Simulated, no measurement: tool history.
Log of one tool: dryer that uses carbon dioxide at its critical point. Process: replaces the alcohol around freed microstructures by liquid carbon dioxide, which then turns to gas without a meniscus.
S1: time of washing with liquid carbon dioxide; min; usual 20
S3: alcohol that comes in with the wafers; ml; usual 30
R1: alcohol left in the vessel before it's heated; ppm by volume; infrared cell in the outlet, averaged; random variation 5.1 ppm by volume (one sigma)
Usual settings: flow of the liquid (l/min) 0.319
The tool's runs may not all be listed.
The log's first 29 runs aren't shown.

run 30 hour=324.4 | S1=24 flow_of_the_liquid_(l/min)=0.319 S3=86 | R1=209
run 31 hour=330.8 | S1=24 flow_of_the_liquid_(l/min)=0.319 S3=86 | R1=206
run 32 hour=343.9 | S1=24 flow_of_the_liquid_(l/min)=0.319 S3=86 | R1=235
run 33 hour=355.6 | S1=24 flow_of_the_liquid_(l/min)=0.319 S3=86 | R1=242
run 34 hour=368.7 | S1=24 flow_of_the_liquid_(l/min)=0.319 S3=86 | R1=248
run 35 hour=376.7 | S1=20 flow_of_the_liquid_(l/min)=0.407 S3=30 | R1=163
run 36 hour=390.8 | S1=20 flow_of_the_liquid_(l/min)=0.407 S3=30 | R1=167
run 37 hour=398.8 | S1=23 flow_of_the_liquid_(l/min)=0.201 S3=47 | R1=920
run 38 hour=406.8 | S1=23 flow_of_the_liquid_(l/min)=0.201 S3=47 | R1=895
run 39 hour=416.8 | S1=23 flow_of_the_liquid_(l/min)=0.201 S3=47 | R1=929
run 40 hour=427.4 | S1=20 flow_of_the_liquid_(l/min)=0.264 S3=36 | R1=500
run 41 hour=440.4 | S1=20 flow_of_the_liquid_(l/min)=0.264 S3=36 | R1=528
run 42 hour=448.2 | S1=30 flow_of_the_liquid_(l/min)=0.264 S3=37 | R1=188
run 43 hour=455.7 | S1=29 flow_of_the_liquid_(l/min)=0.319 S3=30 | R1=162
run 44 hour=463.3 | S1=29 flow_of_the_liquid_(l/min)=0.319 S3=30 | R1=157
run 45 hour=470.9 | S1=29 flow_of_the_liquid_(l/min)=0.319 S3=30 | R1=158
run 46 hour=485.4 | S1=13 flow_of_the_liquid_(l/min)=0.344 S3=79 | R1=1969

4 ways to go on from here, each from the tool as it stands after run 46. What would each give?
run A hour=499.7 | S1=20 flow_of_the_liquid_(l/min)=0.211 S3=34 | R1=?
run B hour=499.7 | S1=13 flow_of_the_liquid_(l/min)=0.344 S3=79 | R1=?
run C hour=499.7 | S1=19 flow_of_the_liquid_(l/min)=0.304 S3=51 | R1=?
run D hour=499.7 | S1=20 flow_of_the_liquid_(l/min)=0.319 S3=105 | R1=?

run=A R1=1039
run=B R1=1932
run=C R1=533
run=D R1=627
Without the tool's hidden state the same runs would have given:
run=A R1=572
run=B R1=1130
run=C R1=211
run=D R1=248
